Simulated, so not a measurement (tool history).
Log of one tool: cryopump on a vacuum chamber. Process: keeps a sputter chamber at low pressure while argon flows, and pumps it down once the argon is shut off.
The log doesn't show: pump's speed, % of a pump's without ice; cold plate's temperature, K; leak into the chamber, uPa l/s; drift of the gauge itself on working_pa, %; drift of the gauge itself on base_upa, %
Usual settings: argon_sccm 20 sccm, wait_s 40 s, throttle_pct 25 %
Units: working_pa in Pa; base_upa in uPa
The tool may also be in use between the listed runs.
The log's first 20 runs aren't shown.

| run | hour | argon_sccm | wait_s | throttle_pct | hours of work since the pump was warmed up and emptied | hours of work since the cold head was overhauled | hours of work since the chamber's fittings were tightened | working_pa | base_upa |
|---|---|---|---|---|---|---|---|---|---|
| 21 | 1269.3 | 35 | 87 | 39 | 560 | 1765 | 527 | 0.1233 | 1.11 |
| 22 | 1314.0 | 35 | 87 | 39 | 579 | 1784 | 547 | 0.1234 | 1.14 |
| 23 | 1388.3 | 13 | 87 | 21 | 611 | 1817 | 579 | 0.0836 | 1.21 |
| 24 | 1463.0 | 13 | 87 | 21 | 644 | 1849 | 611 | 0.0837 | 1.27 |
| 25 | 1503.5 | 25 | 216 | 25 | 662 | 1867 | 629 | 0.1366 | 0.97 |
| 26 | 1544.4 | 9 | 40 | 25 | 679 | 1885 | 647 | 0.0490 | 1.78 |
| 27 | 1600.6 | 22 | 40 | 25 | 704 | 1909 | 671 | 0.1194 | 1.81 |
| 28 | 1678.4 | 22 | 40 | 25 | 738 | 1943 | 705 | 0.1209 | 1.89 |
| 29 | 1729.6 | 22 | 39 | 26 | 760 | 1965 | 728 | 0.1161 | 1.91 |
| 30 | 1811.6 | 22 | 39 | 26 | 796 | 2001 | 763 | 0.1155 | 1.97 |

Forecast each of these 3 alternatives for the next run:
| A | 1866.3 | 22 | 78 | 26 | 820 | 2025 | 787 | ? | ? |
| B | 1866.3 | 25 | 54 | 45 | 820 | 2025 | 787 | ? | ? |
| C | 1866.3 | 27 | 40 | 25 | 820 | 2025 | 787 | ? | ? |

| run | working_pa | base_upa |
|---|---|---|
| A | 0.1174 | 1.48 |
| B | 0.0786 | 1.63 |
| C | 0.1481 | 1.95 |
Without the tool's hidden state the same runs would have given:
| run | working_pa | base_upa |
|---|---|---|
| A | 0.1126 | 0.78 |
| B | 0.0731 | 0.95 |
| C | 0.1423 | 1.23 |
